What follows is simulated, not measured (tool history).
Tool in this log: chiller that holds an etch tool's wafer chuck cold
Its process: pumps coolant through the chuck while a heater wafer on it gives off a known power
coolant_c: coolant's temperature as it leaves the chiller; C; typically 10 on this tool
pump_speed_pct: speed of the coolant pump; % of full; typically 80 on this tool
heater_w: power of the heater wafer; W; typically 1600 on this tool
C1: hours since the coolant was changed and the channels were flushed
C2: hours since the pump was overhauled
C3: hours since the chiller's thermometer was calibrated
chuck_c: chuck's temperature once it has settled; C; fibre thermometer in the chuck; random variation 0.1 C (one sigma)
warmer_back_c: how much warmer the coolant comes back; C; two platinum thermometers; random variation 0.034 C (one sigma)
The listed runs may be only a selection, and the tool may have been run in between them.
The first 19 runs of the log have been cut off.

run 20 hour=1060 | coolant_c=10 pump_speed_pct=80 heater_w=1600 | C1=5523 C2=1479 C3=3165 | chuck_c=30.9 warmer_back_c=5.12
run 21 hour=1137.9 | coolant_c=10 pump_speed_pct=80 heater_w=1600 | C1=5601 C2=1557 C3=3242 | chuck_c=30.9 warmer_back_c=5.1
run 22 hour=1216.8 | coolant_c=2 pump_speed_pct=76 heater_w=1147 | C1=5680 C2=1636 C3=3321 | chuck_c=17.3 warmer_back_c=3.91
run 23 hour=1260.5 | coolant_c=7 pump_speed_pct=99 heater_w=1459 | C1=5724 C2=1680 C3=3365 | chuck_c=23.7 warmer_back_c=3.72
run 24 hour=1337.7 | coolant_c=18 pump_speed_pct=80 heater_w=1501 | C1=5801 C2=1757 C3=3442 | chuck_c=37.8 warmer_back_c=4.78
run 25 hour=1378.3 | coolant_c=3 pump_speed_pct=80 heater_w=1600 | C1=5841 C2=1798 C3=3483 | chuck_c=24.1 warmer_back_c=5.21
run 26 hour=1432.1 | coolant_c=0 pump_speed_pct=92 heater_w=1279 | C1=5895 C2=1851 C3=3537 | chuck_c=15.3 warmer_back_c=3.58
run 27 hour=1486.6 | coolant_c=4 pump_speed_pct=92 heater_w=1600 | C1=5950 C2=1906 C3=3591 | chuck_c=23.4 warmer_back_c=4.44
run 28 hour=1551.1 | coolant_c=6 pump_speed_pct=81 heater_w=1504 | C1=6014 C2=1970 C3=3656 | chuck_c=25.6 warmer_back_c=4.74
run 29 hour=1590.9 | coolant_c=6 pump_speed_pct=81 heater_w=1504 | C1=6054 C2=2010 C3=3695 | chuck_c=25.6 warmer_back_c=4.76
run 30 hour=1662.5 | coolant_c=8 pump_speed_pct=72 heater_w=974 | C1=6126 C2=2082 C3=3767 | chuck_c=21.6 warmer_back_c=3.57
run 31 hour=1715.8 | coolant_c=10 pump_speed_pct=75 heater_w=1600 | C1=6179 C2=2135 C3=3820 | chuck_c=32 warmer_back_c=5.55

Consider 4 possible next runs. They are alternatives, not a sequence: every one starts from the tool as it was left by run 31. What does each give?
run A hour=1760.1 | coolant_c=3 pump_speed_pct=75 heater_w=1630 | C1=6223 C2=2179 C3=3865 | chuck_c=? warmer_back_c=?
run B hour=1760.1 | coolant_c=17 pump_speed_pct=85 heater_w=1600 | C1=6223 C2=2179 C3=3865 | chuck_c=? warmer_back_c=?
run C hour=1760.1 | coolant_c=4 pump_speed_pct=74 heater_w=816 | C1=6223 C2=2179 C3=3865 | chuck_c=? warmer_back_c=?
run D hour=1760.1 | coolant_c=10 pump_speed_pct=80 heater_w=1083 | C1=6223 C2=2179 C3=3865 | chuck_c=? warmer_back_c=?

run=A chuck_c=25.5 warmer_back_c=5.54
run=B chuck_c=37.3 warmer_back_c=4.87
run=C chuck_c=15.1 warmer_back_c=2.84
run=D chuck_c=24.3 warmer_back_c=3.51
With the hidden condition removed and each run's random variation left untouched, the same runs would have given:
run=A chuck_c=22.2 warmer_back_c=5.49
run=B chuck_c=34.3 warmer_back_c=4.83
run=C chuck_c=13.6 warmer_back_c=2.81
run=D chuck_c=22.3 warmer_back_c=3.47

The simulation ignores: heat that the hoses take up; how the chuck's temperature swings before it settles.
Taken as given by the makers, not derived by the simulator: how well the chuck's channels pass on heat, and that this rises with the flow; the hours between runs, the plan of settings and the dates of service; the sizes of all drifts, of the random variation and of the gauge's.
